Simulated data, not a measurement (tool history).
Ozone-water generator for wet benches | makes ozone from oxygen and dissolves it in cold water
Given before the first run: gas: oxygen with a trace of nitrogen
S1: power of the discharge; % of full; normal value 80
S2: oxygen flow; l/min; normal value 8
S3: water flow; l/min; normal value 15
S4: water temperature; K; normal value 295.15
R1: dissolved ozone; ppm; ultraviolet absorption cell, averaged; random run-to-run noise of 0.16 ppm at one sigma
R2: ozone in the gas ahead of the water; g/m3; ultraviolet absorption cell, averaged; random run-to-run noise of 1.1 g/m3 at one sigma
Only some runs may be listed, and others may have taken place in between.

{"run": 1, "hour": 0.0, "S1": 80, "S2": 8, "S3": 15, "S4": 295.15, "R1": 19.7, "R2": 195.5}
{"run": 2, "hour": 35.1, "S1": 80, "S2": 8, "S3": 15, "S4": 295.15, "R1": 19.4, "R2": 198.9}
{"run": 3, "hour": 56.8, "S1": 80, "S2": 8, "S3": 17, "S4": 295.15, "R1": 17.7, "R2": 196}
{"run": 4, "hour": 96.6, "S1": 80, "S2": 8, "S3": 17, "S4": 295.15, "R1": 17.4, "R2": 193.4}
{"run": 5, "hour": 121.7, "S1": 80, "S2": 8, "S3": 17, "S4": 295.15, "R1": 17.5, "R2": 194.2}
{"run": 6, "hour": 144.6, "S1": 80, "S2": 8, "S3": 15, "S4": 295.15, "R1": 19.7, "R2": 196.9}
{"run": 7, "hour": 173.4, "S1": 80, "S2": 8, "S3": 15, "S4": 295.15, "R1": 19.6, "R2": 194.1}
{"run": 8, "hour": 218.5, "S1": 80, "S2": 8, "S3": 15, "S4": 295.15, "R1": 19.3, "R2": 194.5}
{"run": 9, "hour": 242.2, "S1": 80, "S2": 8, "S3": 15, "S4": 291.15, "R1": 21, "R2": 194.4}
{"run": 10, "hour": 285.9, "S1": 80, "S2": 8, "S3": 13, "S4": 295.15, "R1": 21.6, "R2": 194}
{"run": 11, "hour": 318.5, "S1": 80, "S2": 8, "S3": 13, "S4": 295.15, "R1": 21.6, "R2": 193}

What will run 12 give?
{"run": 12, "hour": 345.2, "S1": 80, "S2": 8, "S3": 20, "S4": 293.15, "R1": "?", "R2": "?"}

Run 12 gave R1 15.5 ppm, R2 194.1 g/m3.
With no hidden state in the tool, this same run would have given R1 16.2 ppm, R2 197.6 g/m3.

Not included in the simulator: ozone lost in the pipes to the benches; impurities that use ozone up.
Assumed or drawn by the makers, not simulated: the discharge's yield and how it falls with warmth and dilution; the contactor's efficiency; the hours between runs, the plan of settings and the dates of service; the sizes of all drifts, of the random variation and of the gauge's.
